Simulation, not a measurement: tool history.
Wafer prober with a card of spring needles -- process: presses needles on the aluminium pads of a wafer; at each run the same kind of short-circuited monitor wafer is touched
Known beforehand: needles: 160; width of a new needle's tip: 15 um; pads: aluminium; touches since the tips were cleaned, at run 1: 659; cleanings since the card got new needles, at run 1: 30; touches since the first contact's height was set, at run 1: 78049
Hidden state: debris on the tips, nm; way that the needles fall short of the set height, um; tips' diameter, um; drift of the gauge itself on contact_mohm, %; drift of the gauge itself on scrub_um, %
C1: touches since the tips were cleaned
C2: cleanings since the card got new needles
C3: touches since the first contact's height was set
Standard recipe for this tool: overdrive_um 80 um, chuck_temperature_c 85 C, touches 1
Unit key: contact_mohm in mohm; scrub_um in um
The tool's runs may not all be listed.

{"run": 1, "hour": 0.0, "overdrive_um": 80, "chuck_temperature_c": 85, "touches": 1, "C1": 659, "C2": 30, "C3": 78049, "contact_mohm": 185, "scrub_um": 17.5}
{"hour": 3.8, "done": "tips cleaned on abrasive film"}
{"hour": 9.6, "done": "tips cleaned on abrasive film"}
{"run": 2, "hour": 9.6, "overdrive_um": 80, "chuck_temperature_c": 85, "touches": 1, "C1": 0, "C2": 32, "C3": 81978, "contact_mohm": 171, "scrub_um": 17.57}
{"hour": 15.6, "done": "tips cleaned on abrasive film"}
{"hour": 18.0, "done": "height of the first contact set anew"}
{"hour": 21.6, "done": "tips cleaned on abrasive film"}
{"run": 3, "hour": 26.6, "overdrive_um": 80, "chuck_temperature_c": 85, "touches": 3, "C1": 2095, "C2": 34, "C3": 3587, "contact_mohm": 180, "scrub_um": 18.09}
{"hour": 27.6, "done": "tips cleaned on abrasive film"}
{"hour": 33.6, "done": "tips cleaned on abrasive film"}
{"run": 4, "hour": 34.8, "overdrive_um": 80, "chuck_temperature_c": 85, "touches": 3, "C1": 504, "C2": 36, "C3": 6934, "contact_mohm": 174, "scrub_um": 18.11}
{"hour": 39.6, "done": "tips cleaned on abrasive film"}
{"hour": 44.8, "done": "tips cleaned on abrasive film"}
{"hour": 51.0, "done": "tips cleaned on abrasive film"}
{"run": 5, "hour": 52.0, "overdrive_um": 80, "chuck_temperature_c": 85, "touches": 1, "C1": 393, "C2": 39, "C3": 14026, "contact_mohm": 175, "scrub_um": 17.99}
{"hour": 56.7, "done": "tips cleaned on abrasive film"}
{"hour": 62.4, "done": "tips cleaned on abrasive film"}
{"run": 6, "hour": 63.9, "overdrive_um": 80, "chuck_temperature_c": 85, "touches": 1, "C1": 659, "C2": 41, "C3": 18976, "contact_mohm": 187, "scrub_um": 17.97}
{"hour": 67.8, "done": "tips cleaned on abrasive film"}
{"hour": 74.0, "done": "tips cleaned on abrasive film"}
{"hour": 80.5, "done": "tips cleaned on abrasive film"}
{"run": 7, "hour": 81.5, "overdrive_um": 87, "chuck_temperature_c": 32, "touches": 2, "C1": 431, "C2": 44, "C3": 26224, "contact_mohm": 165, "scrub_um": 19.48}
{"hour": 86.5, "done": "tips cleaned on abrasive film"}
{"run": 8, "hour": 90.2, "overdrive_um": 71, "chuck_temperature_c": 85, "touches": 1, "C1": 1566, "C2": 45, "C3": 29853, "contact_mohm": 202, "scrub_um": 15.84}
{"hour": 92.9, "done": "tips cleaned on abrasive film"}
{"hour": 98.7, "done": "tips cleaned on abrasive film"}
{"hour": 104.8, "done": "tips cleaned on abrasive film"}
{"run": 9, "hour": 105.0, "overdrive_um": 72, "chuck_temperature_c": 30, "touches": 2, "C1": 70, "C2": 48, "C3": 35914, "contact_mohm": 163, "scrub_um": 16.04}

Estimate the outcome of run 10 from the log above:
{"hour": 110.1, "done": "tips cleaned on abrasive film"}
{"hour": 116.6, "done": "tips cleaned on abrasive film"}
{"hour": 122.6, "done": "tips cleaned on abrasive film"}
{"run": 10, "hour": 123.0, "overdrive_um": 76, "chuck_temperature_c": 33, "touches": 1, "C1": 155, "C2": 51, "C3": 43351, "contact_mohm": "?", "scrub_um": "?"}

contact_mohm: 170 mohm
scrub_um: 16.83 um
With no hidden state in the tool, this same run would have given contact_mohm 161 mohm, scrub_um 17.12 um.

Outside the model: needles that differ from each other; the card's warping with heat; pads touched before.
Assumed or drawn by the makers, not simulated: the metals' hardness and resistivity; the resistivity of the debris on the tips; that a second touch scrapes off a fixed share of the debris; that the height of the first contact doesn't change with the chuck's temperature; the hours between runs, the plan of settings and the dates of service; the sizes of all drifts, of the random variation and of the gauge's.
